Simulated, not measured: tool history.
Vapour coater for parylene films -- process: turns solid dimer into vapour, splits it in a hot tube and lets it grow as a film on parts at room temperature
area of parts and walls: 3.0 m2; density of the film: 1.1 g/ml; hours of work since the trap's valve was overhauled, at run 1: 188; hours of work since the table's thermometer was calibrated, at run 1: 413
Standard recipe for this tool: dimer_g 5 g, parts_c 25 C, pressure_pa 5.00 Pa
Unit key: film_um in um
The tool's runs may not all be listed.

run	day	dimer_g	parts_c	pressure_pa	hours of work since the trap's valve was overhauled	hours of work since the table's thermometer was calibrated	film_um
1	0.000	5	25	5.00	188	413	0.742
2	0.946	5	25	5.00	205	430	0.736
3	2.388	5	25	5.00	231	456	0.736
4	3.854	5	25	5.00	258	483	0.736
# day 4.054: table's thermometer calibrated
# day 4.862: trap's valve overhauled
5	5.946	5	25	5.00	20	31	0.784
6	7.321	5	25	5.00	45	56	0.776
7	8.796	5	25	7.26	71	83	0.740
8	9.746	4	25	5.00	89	100	0.614
9	11.258	4	25	5.00	116	128	0.614
10	12.038	4	25	5.00	130	142	0.614
# day 12.662: table's thermometer calibrated, once more
11	13.721	4	25	5.00	160	19	0.589
12	15.033	4	22	2.25	184	43	0.732
13	16.333	9	35	5.00	207	67	0.886

Alternative continuations, all from the tool just after run 13; predict every row:
A	17.975	4	29	3.24	237	96	?
B	17.975	9	35	5.63	237	96	?
C	17.975	3	20	2.87	237	96	?

run	film_um
A	0.528
B	0.865
C	0.577
What these runs would have given with no unlogged condition in the tool:
run	film_um
A	0.550
B	0.901
C	0.600

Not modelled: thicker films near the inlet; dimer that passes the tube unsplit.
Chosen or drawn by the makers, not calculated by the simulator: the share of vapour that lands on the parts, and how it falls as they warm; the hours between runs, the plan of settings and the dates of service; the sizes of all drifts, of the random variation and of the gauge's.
